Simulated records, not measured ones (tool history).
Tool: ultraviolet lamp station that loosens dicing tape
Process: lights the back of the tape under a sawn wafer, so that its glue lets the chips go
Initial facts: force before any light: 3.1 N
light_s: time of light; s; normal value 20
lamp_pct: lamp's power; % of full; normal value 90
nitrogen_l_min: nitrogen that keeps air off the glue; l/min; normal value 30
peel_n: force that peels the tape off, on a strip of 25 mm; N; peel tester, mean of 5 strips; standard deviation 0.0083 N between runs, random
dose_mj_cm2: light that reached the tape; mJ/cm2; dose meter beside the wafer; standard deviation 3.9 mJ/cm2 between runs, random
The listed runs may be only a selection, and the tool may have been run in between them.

run,day,light_s,lamp_pct,nitrogen_l_min,peel_n,dose_mj_cm2
1,0,20,90,30,0.322,675
2,1.888,20,90,30,0.339,668
3,2.979,20,90,30,0.319,674
4,4.583,20,90,23,0.347,672
5,5.904,20,90,22,0.346,669
6,6.975,20,90,22,0.342,675
7,8.596,20,90,22,0.361,668
8,9.683,20,90,22,0.355,673
9,10.917,20,90,30,0.325,676
# day 11.571: window cleaned of glue's vapour
10,11.825,20,90,30,0.333,675
11,13.204,20,90,30,0.319,677
12,14.529,20,90,30,0.323,677
13,16.354,20,90,30,0.345,677
14,17.496,20,90,30,0.326,674
15,19.183,20,90,30,0.339,684
16,20.608,20,90,30,0.326,681
17,22.088,20,90,16,0.373,676
18,23.2,20,90,16,0.375,675
19,24.888,20,90,12,0.412,682
20,26.129,20,90,12,0.408,675
21,27.512,20,90,12,0.409,675
22,28.629,19,90,30,0.336,650
23,29.654,20,98,30,0.3,742
# day 30.846: window cleaned of glue's vapour
24,31.133,28,91,24,0.252,972
25,32.646,20,88,44,0.32,668
26,33.571,20,68,23,0.483,513
27,34.738,20,68,23,0.491,520
28,35.712,17,78,39,0.434,498
29,37.55,39,75,26,0.25,1116
30,39.138,25,61,26,0.41,579
31,40.067,20,73,58,0.38,552
32,41.383,20,73,58,0.361,562
33,43.146,20,73,15,0.499,554
34,45.008,16,98,17,0.422,597
35,46.625,13,85,53,0.536,428
36,48.104,12,94,34,0.562,434

Selected run-to-run steps in dose_mj_cm2, each split into two signed amounts: the part the tool would show with no hidden state at all (from settings, incoming material and random variation), and the remainder, which goes to the hidden state together with any gauge scatter not common to the measured and the hidden-state-free results:
The hidden state here: lamp's light, % of a new lamp's; light that the window lets through, % of a clean one's; drift of the gauge itself on peel_n, %; drift of the gauge itself on dose_mj_cm2, %.
Run 23 -> 24: light_s 20 -> 28, lamp_pct 98 -> 91, nitrogen_l_min 30 -> 24, window cleaned of glue's vapour. dose_mj_cm2 +230 mJ/cm2: hidden state +4, all else +226.
Run 24 -> 25: light_s 28 -> 20, lamp_pct 91 -> 88, nitrogen_l_min 24 -> 44. dose_mj_cm2 -304 mJ/cm2: hidden state -4, all else -300.
Run 28 -> 29: light_s 17 -> 39, lamp_pct 78 -> 75, nitrogen_l_min 39 -> 26. dose_mj_cm2 +618 mJ/cm2: hidden state +13, all else +605.
Run 29 -> 30: light_s 39 -> 25, lamp_pct 75 -> 61. dose_mj_cm2 -537 mJ/cm2: hidden state -10, all else -527.
